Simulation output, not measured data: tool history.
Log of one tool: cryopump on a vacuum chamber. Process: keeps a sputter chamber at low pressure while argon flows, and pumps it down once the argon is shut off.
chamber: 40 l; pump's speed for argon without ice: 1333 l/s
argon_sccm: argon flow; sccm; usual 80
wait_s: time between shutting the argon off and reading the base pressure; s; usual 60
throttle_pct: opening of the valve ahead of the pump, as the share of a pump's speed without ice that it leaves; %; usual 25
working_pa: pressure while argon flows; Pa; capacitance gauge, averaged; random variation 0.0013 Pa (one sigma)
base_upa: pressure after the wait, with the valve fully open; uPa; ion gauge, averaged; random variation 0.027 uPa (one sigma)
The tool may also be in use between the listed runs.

| run | hour | argon_sccm | wait_s | throttle_pct | working_pa | base_upa |
|---|---|---|---|---|---|---|
| 1 | 0.0 | 80 | 60 | 25 | 0.4237 | 1.96 |
|  | 33.0 | pump warmed up, emptied and cooled again |
| 2 | 76.0 | 80 | 60 | 25 | 0.4063 | 1.85 |
| 3 | 142.7 | 80 | 60 | 29 | 0.3520 | 1.92 |
| 4 | 197.3 | 80 | 87 | 25 | 0.4076 | 1.63 |
| 5 | 262.5 | 80 | 60 | 25 | 0.4091 | 1.97 |
| 6 | 298.8 | 80 | 60 | 25 | 0.4096 | 1.89 |
| 7 | 335.8 | 80 | 60 | 25 | 0.4085 | 2.06 |
| 8 | 384.3 | 80 | 60 | 25 | 0.4117 | 2.07 |
| 9 | 440.4 | 53 | 41 | 17 | 0.3975 | 2.52 |
| 10 | 504.4 | 53 | 41 | 17 | 0.3979 | 2.55 |
| 11 | 559.4 | 80 | 64 | 25 | 0.4105 | 1.99 |
| 12 | 592.0 | 57 | 96 | 25 | 0.2921 | 1.72 |
| 13 | 638.7 | 57 | 96 | 25 | 0.2928 | 1.73 |
| 14 | 697.4 | 57 | 96 | 25 | 0.2938 | 1.75 |
| 15 | 755.8 | 84 | 57 | 25 | 0.4344 | 2.25 |

5 ways to go on from here, each from the tool as it stands after run 15. What would each give?
| A | 800.9 | 80 | 24 | 16 | ? | ? |
| B | 800.9 | 153 | 41 | 25 | ? | ? |
| C | 800.9 | 49 | 40 | 23 | ? | ? |
| D | 800.9 | 118 | 30 | 25 | ? | ? |
| E | 800.9 | 80 | 60 | 51 | ? | ? |

| run | working_pa | base_upa |
|---|---|---|
| A | 0.6412 | 3.81 |
| B | 0.7896 | 2.72 |
| C | 0.2767 | 2.70 |
| D | 0.6110 | 3.20 |
| E | 0.2074 | 2.36 |
Without the tool's hidden state the same runs would have given:
| run | working_pa | base_upa |
|---|---|---|
| A | 0.6335 | 2.74 |
| B | 0.7748 | 1.69 |
| C | 0.2719 | 1.67 |
| D | 0.5995 | 2.18 |
| E | 0.1996 | 1.29 |
